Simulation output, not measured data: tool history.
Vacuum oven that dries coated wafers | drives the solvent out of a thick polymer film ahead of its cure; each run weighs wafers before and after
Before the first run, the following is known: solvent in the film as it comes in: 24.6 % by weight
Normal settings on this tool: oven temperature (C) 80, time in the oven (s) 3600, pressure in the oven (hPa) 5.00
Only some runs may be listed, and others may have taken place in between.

run   hour  oven temperature (C)  time in the oven (s)  pressure in the oven (hPa)  solvent left in the film (%)
  1    0.0                    80                  3600                        5.00                          2.66
  2   16.6                    80                  3600                        5.00                          2.68
  3   25.5                    80                  3600                        5.00                          2.67
  4   34.6                    80                  3600                        5.00                          2.67
  5   43.3                    80                  3900                        5.00                          2.27
  6   52.8                    80                  3900                        5.00                          2.29
  7   63.9                    79                  3600                        5.00                          2.91
  8   72.9                    79                  3600                        5.00                          2.84
  9   87.6                    79                  3600                        5.00                          2.89
 10   95.2                    79                  3600                        5.00                          2.89
 11  110.0                    79                  3600                        5.00                          2.95
 12  123.1                    79                  3600                        5.00                          2.93
 13  131.0                    79                  3600                        5.00                          2.94
 14  138.9                    79                  3600                        7.13                          3.00
 15  148.6                    79                  3600                        7.13                          3.01
 16  160.2                    79                  3600                        7.13                          2.99
 17  176.8                    73                  3720                        7.00                          4.49
 18  187.0                    66                  3720                       12.69                          7.08
 19  194.7                    75                  2880                       13.95                          5.78
     197.4  -- oven's thermocouples calibrated
 20  210.4                    75                  2880                       15.71                          5.75
 21  226.1                    83                  5220                       18.84                          1.26
     230.6  -- oven's thermocouples calibrated, once more
 22  239.8                    83                  5220                       18.84                          1.48
 23  250.7                    89                  3600                        6.15                          1.30
 24  264.1                    89                  3600                        6.15                          1.29
 25  271.0                    89                  3600                        6.15                          1.31
 26  281.8                    80                  3600                       15.45                          3.42
 27  291.7                    88                  3600                        3.45                          1.35
 28  302.2                    88                  3720                        8.53                          1.40
 29  312.7                    88                  3720                        8.53                          1.41
 30  325.3                    88                  3720                        8.53                          1.36

Forecast each of these 4 alternatives for the next run:
  A  335.6                    88                  3840                        2.69                             ?
  B  335.6                    72                  3600                        6.38                             ?
  C  335.6                    88                  3720                        3.23                             ?
  D  335.6                    86                  4320                        8.53                             ?

run  solvent left in the film (%)
  A                          1.15
  B                          5.46
  C                          1.28
  D                          1.26
With no hidden state in the tool, these same runs would have given:
run  solvent left in the film (%)
  A                          1.08
  B                          5.34
  C                          1.21
  D                          1.20
